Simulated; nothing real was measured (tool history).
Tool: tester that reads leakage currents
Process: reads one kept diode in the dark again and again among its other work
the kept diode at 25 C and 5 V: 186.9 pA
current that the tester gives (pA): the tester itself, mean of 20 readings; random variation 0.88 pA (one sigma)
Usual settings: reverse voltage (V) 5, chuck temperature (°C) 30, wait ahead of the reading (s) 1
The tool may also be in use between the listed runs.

run	hour	reverse voltage (V)	chuck temperature (°C)	wait ahead of the reading (s)	current that the tester gives (pA)
1	0	5	30	1	309.38
2	22	5	30	1	310.68
3	72	5	34	1	438.99
4	113.1	5	34	1	441.21
5	147.1	5	30	1	314.05
6	188.2	5	30	1	313.48
7	215.9	5	59	1	3159.97
8	260.5	5	47	1	1279.26
9	302.2	4.15	30	1	288.8
10	346.1	5	30	3.09	312.48
11	395	5	30	0.62	315.56
12	422.9	5	30	0.52	316.04
13	472.5	5	37	0.52	572.71
14	495.8	5	23	1	169.77
# hour 502.5: chuck's temperature calibrated
15	525.3	5	23	1	172.49
16	572.2	5	23	1	173.5
17	613.2	5	30	1	320.92
18	638.2	5	30	1	321.01
19	669.7	5	30	1	322.19
20	708.7	5	30	1	320.83
21	741.1	5	46	1	1211.41
# hour 756.6: chuck's temperature calibrated, once more
22	775.7	5	46	1	1133.2
23	806.1	5	46	1	1141.99
24	834.5	5	46	1	1133.88
25	861.7	6.19	24	0.35	197.94
26	891.6	6.19	24	0.35	198.15
27	940.1	6.19	24	0.35	198.17
28	969.1	6.19	24	0.35	198.32
29	1014.3	6.19	24	0.35	198.36
30	1048.9	1.39	24	0.88	101.71
31	1073.2	3.11	30	0.7	247.81
32	1107.4	6.35	58	1.57	3193.67
33	1159.6	5	30	0.62	307.98
34	1203.2	1.36	20	3.09	70.22
35	1226.7	1.36	20	3.09	70.52
36	1255.4	1.36	23	0.41	93.62
37	1306.1	1.36	23	0.41	93.4
38	1335.8	14.09	51	3.78	2673.16
39	1368.2	17.95	30	3.56	541.52

4 ways to go on from here, each from the tool as it stands after run 39. What would each give?
A	1417.7	17.95	38	3.56	?
B	1417.7	5	44	0.75	?
C	1417.7	1.4	22	7.67	?
D	1417.7	2.09	30	1	?

run	current that the tester gives (pA)
A	1059.89
B	985.35
C	86.34
D	209.98
Without the tool's hidden state the same runs would have given:
run	current that the tester gives (pA)
A	1011.2
B	952.14
C	82.1
D	201.32
